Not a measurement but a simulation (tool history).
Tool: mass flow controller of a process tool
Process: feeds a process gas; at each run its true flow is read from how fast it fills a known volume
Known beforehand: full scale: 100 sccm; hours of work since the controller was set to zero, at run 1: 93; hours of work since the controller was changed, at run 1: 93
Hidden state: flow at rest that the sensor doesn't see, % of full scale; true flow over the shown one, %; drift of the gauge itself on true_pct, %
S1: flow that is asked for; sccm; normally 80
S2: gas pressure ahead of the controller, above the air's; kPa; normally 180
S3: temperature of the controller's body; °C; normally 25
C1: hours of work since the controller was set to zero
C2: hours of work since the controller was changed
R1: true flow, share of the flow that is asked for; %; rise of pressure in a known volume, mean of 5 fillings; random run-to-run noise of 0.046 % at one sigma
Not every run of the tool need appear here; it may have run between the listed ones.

run,day,S1,S2,S3,C1,C2,R1
1,0,80,180,25,93,93,99.89
2,4.546,80,180,25,160,160,100.01
3,10.883,80,180,25,253,253,100.06
4,15.438,80,180,25,320,320,100.14
5,22.833,80,180,25,429,429,100.2
6,32.788,80,180,25,575,575,100.24
7,39.925,80,180,21,680,680,100.68
8,45.525,58,180,25,762,762,100.3
9,56.017,10,180,25,916,916,100.11
10,66.408,10,180,25,1069,1069,100.25
11,72.638,80,180,22,1160,1160,100.99
12,79.925,80,180,22,1267,1267,101.03
13,84.242,80,180,22,1330,1330,101.13
14,92.562,80,180,25,1453,1453,100.96
15,97.821,80,180,25,1530,1530,101.03
16,104.492,80,251,25,1628,1628,100.65
17,114.35,80,251,25,1773,1773,100.94
18,119.246,49,180,25,1845,1845,101.08
19,127.646,80,180,25,1968,1968,101.28
20,136.15,80,180,25,2093,2093,101.41
# day 137.742: gauge calibrated
21,146.488,80,180,25,2245,2245,100.02
22,154.592,80,180,25,2364,2364,100.16
23,161.425,80,180,25,2464,2464,100.22
24,165.658,80,180,25,2526,2526,100.28
25,171.938,66,252,26,2618,2618,99.8
26,177.104,66,252,26,2694,2694,99.91
27,181.554,66,252,26,2760,2760,99.89
28,188.183,80,164,25,2857,2857,100.56
29,196.042,80,164,25,2972,2972,100.74
30,204.779,80,185,38,3101,3101,99.74
31,209.079,80,185,38,3164,3164,99.91
32,216.562,80,185,38,3274,3274,99.93
33,226.742,80,185,38,3423,3423,99.99
34,234.579,47,180,37,3538,3538,99.95
35,241.883,19,246,28,3645,3645,100.16
36,246.483,83,204,23,3713,3713,101.16
37,253.208,83,204,23,3812,3812,101.28
38,260.812,83,204,23,3923,3923,101.3
39,270.217,83,204,23,4062,4062,101.53
40,275.062,95,258,25,4133,4133,101.21
41,283.588,35,151,39,4258,4258,100.46
# day 287.567: gauge calibrated
42,292.508,35,151,39,4389,4389,98.98
43,298.3,70,178,39,4474,4474,99.06
# day 302.021: controller's zero set anew
44,303.871,70,178,39,27,4555,99.15
45,313.304,16,202,22,166,4694,99.89
46,321.962,16,202,22,293,4821,100.01
47,326.196,60,217,29,355,4883,99.78
48,332.108,11,180,25,442,4970,99.95

Run by run, hidden condition taken away, random variation retained:
run,R1
1,99.89
2,99.96
3,99.94
4,99.97
5,99.95
6,99.88
7,100.24
8,99.8
9,99.5
10,99.53
11,100.19
12,100.16
13,100.21
14,99.95
15,99.97
16,99.51
17,99.7
18,99.78
19,99.89
20,99.92
21,99.93
22,99.97
23,99.97
24,99.97
25,99.43
26,99.49
27,99.42
28,100.01
29,100.11
30,99.02
31,99.14
32,99.07
33,99.03
34,98.91
35,99.04
36,99.97
37,100.02
38,99.96
39,100.09
40,99.72
41,98.89
42,98.93
43,98.95
44,98.98
45,99.61
46,99.64
47,99.36
48,99.47
